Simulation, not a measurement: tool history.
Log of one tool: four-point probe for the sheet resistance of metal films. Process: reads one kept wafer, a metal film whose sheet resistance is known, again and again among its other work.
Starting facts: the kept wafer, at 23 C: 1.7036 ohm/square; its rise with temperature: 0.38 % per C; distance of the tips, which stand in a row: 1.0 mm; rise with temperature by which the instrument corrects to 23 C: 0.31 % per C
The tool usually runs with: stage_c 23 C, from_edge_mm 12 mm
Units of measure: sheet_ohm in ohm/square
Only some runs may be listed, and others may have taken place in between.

run,hour,stage_c,from_edge_mm,sheet_ohm
1,0.0,23,12,1.700556
2,122.9,23,4,1.748145
3,219.4,23,15,1.696529
4,338.3,22,12,1.697054
5,435.5,22,12,1.695055
6,559.1,22,12,1.695600
7,648.7,22,12,1.693914
8,731.3,23,12,1.695114
9,850.5,23,12,1.693732
10,910.8,29,12,1.699375
11,990.5,29,12,1.698895
12,1096.7,23,58,1.686283
13,1204.0,25,5,1.722258
14,1281.2,20,48,1.680819
15,1387.6,28,48,1.687354
16,1454.0,28,32,1.687051
17,1556.3,27,5,1.720476
18,1626.1,18,27,1.675687
19,1747.7,18,27,1.689036
20,1874.8,32,55,1.702262

Withheld: 2 entries from between the runs. Position of each, and hidden state at the listed run before versus the listed run after:
Between runs 14 and 15: stage's thermometer calibrated (hour 1290.0)
  inner tips' distance over the nominal, %: -0.91 -> -0.945; tips' flats over new ones', %: 38 -> 40; wafer's true temperature over the reading, C: -0.44 -> -0.72
  measured minus no-state result, sheet_ohm: -0.019556 -> -0.021964 ohm/square
Between runs 18 and 19: new probe head fitted (hour 1738.0)
  inner tips' distance over the nominal, %: -1.027 -> -0.284; tips' flats over new ones', %: 44 -> 0; wafer's true temperature over the reading, C: -0.78 -> -0.81
  measured minus no-state result, sheet_ohm: -0.023893 -> -0.010488 ohm/square
